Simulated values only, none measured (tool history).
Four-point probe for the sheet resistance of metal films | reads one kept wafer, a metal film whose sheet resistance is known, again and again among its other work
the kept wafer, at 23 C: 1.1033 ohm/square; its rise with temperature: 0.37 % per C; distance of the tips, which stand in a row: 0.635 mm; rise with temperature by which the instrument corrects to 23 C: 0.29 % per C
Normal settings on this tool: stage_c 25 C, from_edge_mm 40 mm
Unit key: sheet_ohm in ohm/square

run	hour	stage_c	from_edge_mm	sheet_ohm
1	0.0	25	40	1.105178
2	69.5	25	40	1.104576
3	124.9	25	40	1.104631
4	200.1	25	40	1.104964
5	241.4	25	40	1.104887
6	283.4	25	40	1.104953
7	350.7	25	14	1.105820
8	419.8	25	40	1.104849
9	474.1	25	40	1.105006
10	551.6	25	5	1.114230
11	621.2	25	5	1.113703
12	675.8	25	5	1.113924
13	710.3	24	5	1.113203
14	763.5	25	40	1.104815
15	806.5	25	40	1.104779
16	878.6	18	10	1.100429
17	953.8	18	10	1.100541
18	1005.3	25	42	1.104209
19	1059.5	21	7	1.106018
20	1132.0	22	22	1.102347
21	1188.0	29	22	1.109030
22	1256.0	29	22	1.108596
23	1317.6	29	22	1.108752
24	1356.8	27	6	1.112603
25	1409.7	27	6	1.113001
26	1475.8	27	6	1.112784
27	1510.4	27	6	1.113237
28	1578.7	27	6	1.112863
29	1642.6	33	13	1.113515

Forecast each of these 3 alternatives for the next run:
A	1675.4	33	11	?
B	1675.4	20	7	?
C	1675.4	24	38	?

run	sheet_ohm
A	1.113936
B	1.104796
C	1.103595
Without the tool's unlogged condition, the same runs would have read:
run	sheet_ohm
A	1.114719
B	1.105545
C	1.104353
